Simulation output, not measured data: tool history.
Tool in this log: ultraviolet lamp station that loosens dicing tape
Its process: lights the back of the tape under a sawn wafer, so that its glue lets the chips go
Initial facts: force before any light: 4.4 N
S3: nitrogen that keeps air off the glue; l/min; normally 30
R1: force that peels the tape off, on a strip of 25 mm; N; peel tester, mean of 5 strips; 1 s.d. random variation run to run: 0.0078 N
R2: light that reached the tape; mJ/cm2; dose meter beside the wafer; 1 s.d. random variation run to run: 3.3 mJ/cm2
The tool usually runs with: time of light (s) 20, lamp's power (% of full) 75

{"run": 1, "hour": 0.0, "time of light (s)": 20, "lamp's power (% of full)": 75, "S3": 30, "R1": 0.338, "R2": 464}
{"run": 2, "hour": 43.2, "time of light (s)": 20, "lamp's power (% of full)": 75, "S3": 30, "R1": 0.346, "R2": 454}
{"run": 3, "hour": 105.5, "time of light (s)": 20, "lamp's power (% of full)": 75, "S3": 30, "R1": 0.356, "R2": 446}
{"run": 4, "hour": 157.5, "time of light (s)": 20, "lamp's power (% of full)": 75, "S3": 30, "R1": 0.374, "R2": 434}
{"run": 5, "hour": 213.0, "time of light (s)": 20, "lamp's power (% of full)": 76, "S3": 30, "R1": 0.365, "R2": 435}
{"run": 6, "hour": 260.9, "time of light (s)": 20, "lamp's power (% of full)": 75, "S3": 30, "R1": 0.393, "R2": 418}
{"run": 7, "hour": 341.0, "time of light (s)": 20, "lamp's power (% of full)": 75, "S3": 30, "R1": 0.407, "R2": 402}
{"run": 8, "hour": 401.7, "time of light (s)": 20, "lamp's power (% of full)": 79, "S3": 30, "R1": 0.394, "R2": 412}
{"run": 9, "hour": 461.5, "time of light (s)": 20, "lamp's power (% of full)": 94, "S3": 30, "R1": 0.324, "R2": 485}
{"hour": 522.4, "done": "window cleaned of glue's vapour"}
{"run": 10, "hour": 540.1, "time of light (s)": 20, "lamp's power (% of full)": 94, "S3": 30, "R1": 0.326, "R2": 482}
{"run": 11, "hour": 593.0, "time of light (s)": 20, "lamp's power (% of full)": 94, "S3": 30, "R1": 0.331, "R2": 470}
{"run": 12, "hour": 650.6, "time of light (s)": 20, "lamp's power (% of full)": 94, "S3": 30, "R1": 0.355, "R2": 458}
{"run": 13, "hour": 708.0, "time of light (s)": 20, "lamp's power (% of full)": 94, "S3": 30, "R1": 0.357, "R2": 443}
{"run": 14, "hour": 765.7, "time of light (s)": 20, "lamp's power (% of full)": 94, "S3": 30, "R1": 0.36, "R2": 431}
{"run": 15, "hour": 803.5, "time of light (s)": 20, "lamp's power (% of full)": 75, "S3": 30, "R1": 0.505, "R2": 342}
{"run": 16, "hour": 873.8, "time of light (s)": 20, "lamp's power (% of full)": 98, "S3": 30, "R1": 0.379, "R2": 433}
{"run": 17, "hour": 920.3, "time of light (s)": 20, "lamp's power (% of full)": 98, "S3": 30, "R1": 0.384, "R2": 413}
{"run": 18, "hour": 981.2, "time of light (s)": 20, "lamp's power (% of full)": 75, "S3": 43, "R1": 0.536, "R2": 307}
{"run": 19, "hour": 1048.4, "time of light (s)": 20, "lamp's power (% of full)": 75, "S3": 30, "R1": 0.63, "R2": 298}
{"run": 20, "hour": 1084.5, "time of light (s)": 20, "lamp's power (% of full)": 75, "S3": 30, "R1": 0.644, "R2": 295}
{"run": 21, "hour": 1132.5, "time of light (s)": 20, "lamp's power (% of full)": 75, "S3": 30, "R1": 0.695, "R2": 284}
{"hour": 1172.5, "done": "lamp changed"}
{"run": 22, "hour": 1193.3, "time of light (s)": 20, "lamp's power (% of full)": 75, "S3": 30, "R1": 0.324, "R2": 509}
{"run": 23, "hour": 1271.9, "time of light (s)": 20, "lamp's power (% of full)": 75, "S3": 30, "R1": 0.326, "R2": 494}
{"run": 24, "hour": 1334.8, "time of light (s)": 29, "lamp's power (% of full)": 75, "S3": 30, "R1": 0.263, "R2": 682}
{"run": 25, "hour": 1380.9, "time of light (s)": 18, "lamp's power (% of full)": 75, "S3": 22, "R1": 0.395, "R2": 424}
{"run": 26, "hour": 1443.0, "time of light (s)": 18, "lamp's power (% of full)": 75, "S3": 22, "R1": 0.407, "R2": 413}
{"run": 27, "hour": 1503.4, "time of light (s)": 36, "lamp's power (% of full)": 89, "S3": 22, "R1": 0.242, "R2": 948}
{"run": 28, "hour": 1565.7, "time of light (s)": 36, "lamp's power (% of full)": 89, "S3": 22, "R1": 0.241, "R2": 934}
{"run": 29, "hour": 1603.9, "time of light (s)": 19, "lamp's power (% of full)": 68, "S3": 26, "R1": 0.452, "R2": 368}
{"hour": 1685.1, "done": "window cleaned of glue's vapour"}
{"run": 30, "hour": 1685.1, "time of light (s)": 19, "lamp's power (% of full)": 68, "S3": 31, "R1": 0.412, "R2": 377}
{"run": 31, "hour": 1741.7, "time of light (s)": 23, "lamp's power (% of full)": 96, "S3": 31, "R1": 0.269, "R2": 632}
{"run": 32, "hour": 1796.9, "time of light (s)": 23, "lamp's power (% of full)": 62, "S3": 59, "R1": 0.348, "R2": 399}
{"run": 33, "hour": 1830.8, "time of light (s)": 20, "lamp's power (% of full)": 72, "S3": 47, "R1": 0.377, "R2": 397}
{"run": 34, "hour": 1911.0, "time of light (s)": 20, "lamp's power (% of full)": 72, "S3": 47, "R1": 0.405, "R2": 383}

What does the tool deliver on the next run?
{"run": 35, "hour": 1978.8, "time of light (s)": 20, "lamp's power (% of full)": 99, "S3": 21, "R1": "?", "R2": "?"}

{"run 35": {"R1": 0.341, "R2": 512}}
Had the tool carried no hidden state, the very same run would have given R1 0.275 N, R2 696 mJ/cm2.
